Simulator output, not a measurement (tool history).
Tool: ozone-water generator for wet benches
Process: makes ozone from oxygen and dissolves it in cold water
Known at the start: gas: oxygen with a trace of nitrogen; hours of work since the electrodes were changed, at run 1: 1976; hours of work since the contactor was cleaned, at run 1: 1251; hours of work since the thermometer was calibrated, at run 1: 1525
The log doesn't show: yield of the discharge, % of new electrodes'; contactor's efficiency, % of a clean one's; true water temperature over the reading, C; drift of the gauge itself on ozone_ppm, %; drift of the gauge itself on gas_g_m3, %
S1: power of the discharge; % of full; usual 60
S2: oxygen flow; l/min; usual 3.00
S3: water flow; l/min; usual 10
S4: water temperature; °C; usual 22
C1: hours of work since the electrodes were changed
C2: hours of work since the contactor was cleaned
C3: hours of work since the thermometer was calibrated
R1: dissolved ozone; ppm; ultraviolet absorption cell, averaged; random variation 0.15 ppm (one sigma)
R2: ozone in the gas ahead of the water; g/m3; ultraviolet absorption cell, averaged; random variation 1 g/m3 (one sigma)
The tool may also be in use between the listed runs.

run 1 hour=0.0 | S1=60 S2=3.00 S3=10 S4=22 | C1=1976 C2=1251 C3=1525 | R1=15.7 R2=167.2
run 2 hour=109.4 | S1=60 S2=3.00 S3=9 S4=22 | C1=2073 C2=1347 C3=1621 | R1=17.3 R2=167.7
run 3 hour=208.9 | S1=60 S2=3.00 S3=9 S4=22 | C1=2161 C2=1435 C3=1709 | R1=17.0 R2=166.9
run 4 hour=275.8 | S1=60 S2=3.00 S3=9 S4=22 | C1=2220 C2=1495 C3=1769 | R1=17.1 R2=164.5
run 5 hour=407.0 | S1=60 S2=3.00 S3=9 S4=22 | C1=2336 C2=1611 C3=1884 | R1=17.0 R2=164.6
run 6 hour=545.7 | S1=60 S2=3.00 S3=9 S4=22 | C1=2459 C2=1733 C3=2007 | R1=16.7 R2=164.2
-- hour=556.5 water thermometer calibrated
run 7 hour=643.6 | S1=60 S2=3.00 S3=9 S4=22 | C1=2545 C2=1819 C3=77 | R1=16.9 R2=163.0
run 8 hour=762.9 | S1=60 S2=3.00 S3=9 S4=22 | C1=2651 C2=1925 C3=183 | R1=16.7 R2=163.0
run 9 hour=861.0 | S1=60 S2=3.00 S3=9 S4=22 | C1=2737 C2=2012 C3=269 | R1=16.8 R2=162.7
run 10 hour=968.2 | S1=60 S2=3.00 S3=13 S4=22 | C1=2832 C2=2106 C3=364 | R1=11.3 R2=161.6
run 11 hour=1081.7 | S1=60 S2=1.78 S3=10 S4=22 | C1=2932 C2=2207 C3=464 | R1=15.7 R2=226.6
run 12 hour=1221.4 | S1=60 S2=1.78 S3=9 S4=21 | C1=3056 C2=2330 C3=588 | R1=17.2 R2=226.1
-- hour=1298.8 water thermometer calibrated, once more
run 13 hour=1310.8 | S1=51 S2=1.92 S3=7 S4=15 | C1=3135 C2=2409 C3=11 | R1=22.0 R2=191.2
run 14 hour=1426.3 | S1=93 S2=3.00 S3=10 S4=22 | C1=3237 C2=2511 C3=113 | R1=19.0 R2=206.9
run 15 hour=1513.0 | S1=92 S2=3.03 S3=14 S4=15 | C1=3313 C2=2588 C3=189 | R1=14.6 R2=202.6
run 16 hour=1606.5 | S1=60 S2=2.93 S3=9 S4=22 | C1=3396 C2=2671 C3=272 | R1=16.4 R2=159.8
run 17 hour=1691.2 | S1=60 S2=2.95 S3=10 S4=23 | C1=3471 C2=2745 C3=347 | R1=14.4 R2=158.0
run 18 hour=1789.0 | S1=60 S2=1.77 S3=10 S4=28 | C1=3558 C2=2832 C3=434 | R1=13.9 R2=220.1

Forecast run 19:
run 19 hour=1888.5 | S1=60 S2=1.77 S3=10 S4=28 | C1=3646 C2=2920 C3=521 | R1=? R2=?

R1: 14.0 ppm
R2: 219.8 g/m3
Without the tool's hidden state the same run would have given R1 17.6 ppm, R2 256.8 g/m3.
